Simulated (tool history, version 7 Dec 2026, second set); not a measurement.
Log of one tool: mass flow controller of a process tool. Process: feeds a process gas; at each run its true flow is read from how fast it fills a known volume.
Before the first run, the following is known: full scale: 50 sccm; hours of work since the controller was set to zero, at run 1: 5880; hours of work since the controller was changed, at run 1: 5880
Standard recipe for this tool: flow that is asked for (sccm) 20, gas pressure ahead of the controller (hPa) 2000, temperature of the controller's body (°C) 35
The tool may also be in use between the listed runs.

run,hour,flow that is asked for (sccm),gas pressure ahead of the controller (hPa),temperature of the controller's body (°C),hours of work since the controller was set to zero,hours of work since the controller was changed,true flow (%)
1,0.0,20,2000,35,5880,5880,97.20
2,331.5,20,2000,35,6058,6058,97.09
3,747.1,20,2000,35,6281,6281,97.22
4,1174.1,7,2000,35,6510,6510,94.20
5,1388.8,20,1430,35,6625,6625,97.65
6,1638.5,20,2000,35,6760,6760,97.05
7,1878.9,20,2000,35,6889,6889,97.24
8,2067.9,20,2000,35,6990,6990,97.10
9,2338.9,28,2000,35,7136,7136,98.12
10,2686.5,28,2000,35,7322,7322,97.98
11,3113.5,20,2000,35,7552,7552,97.12
12,3381.8,20,2000,35,7696,7696,97.20
13,3609.5,20,2000,35,7818,7818,97.19
14,4027.8,20,2000,35,8043,8043,97.10
15,4221.3,20,2000,35,8147,8147,97.08
# hour 4259.6: controller's zero set anew
16,4540.1,20,2000,35,151,8318,96.41
17,4881.0,20,2000,35,334,8501,96.40
18,5193.4,20,2000,35,502,8669,96.47
19,5515.8,15,1430,21,675,8842,96.63
20,5824.3,20,2000,38,840,9007,96.22
21,6055.8,50,2770,32,965,9132,99.33
# hour 6128.2: controller's zero set anew, once more
22,6428.5,8,2770,32,161,9332,97.49
23,6845.9,8,2630,32,385,9556,97.55
24,7246.1,10,1940,37,600,9771,97.88
25,7500.1,20,2280,35,737,9907,98.57
26,7870.7,20,2280,35,936,10106,98.67
27,8229.9,45,2400,37,1129,10299,99.92
28,8538.1,39,2000,29,1294,10465,100.33
29,8881.7,15,2630,35,1479,10649,97.78
30,9135.6,15,2630,35,1615,10785,97.82
31,9514.1,9,2630,22,1818,10989,97.93
32,9891.9,10,1600,22,2021,11192,98.84
33,10251.9,20,1480,34,2215,11385,99.11
34,10652.4,20,1480,34,2430,11600,99.09
35,10981.3,42,1800,39,2606,11777,100.20
36,11319.7,42,1800,39,2788,11959,100.20

Some steps in true flow (%) between neighbouring runs. How much of each would the tool show without its hidden state too (settings, what came in, random variation), and how much is left for the hidden state, with any gauge scatter that isn't in both results?
Hidden state at play: flow at rest that the sensor doesn't see, % of full scale; true flow over the shown one, %; drift of the gauge itself on true_pct, %.
Run 3 -> 4: flow that is asked for (sccm) 20 -> 7. true flow (%) -3.02: hidden state -2.22, all else -0.80.
Run 4 -> 5: flow that is asked for (sccm) 7 -> 20, gas pressure ahead of the controller (hPa) 2000 -> 1430. true flow (%) +3.45: hidden state +2.21, all else +1.24.
Run 20 -> 21: flow that is asked for (sccm) 20 -> 50, gas pressure ahead of the controller (hPa) 2000 -> 2770, temperature of the controller's body (°C) 38 -> 32. true flow (%) +3.11: hidden state +1.42, all else +1.69.

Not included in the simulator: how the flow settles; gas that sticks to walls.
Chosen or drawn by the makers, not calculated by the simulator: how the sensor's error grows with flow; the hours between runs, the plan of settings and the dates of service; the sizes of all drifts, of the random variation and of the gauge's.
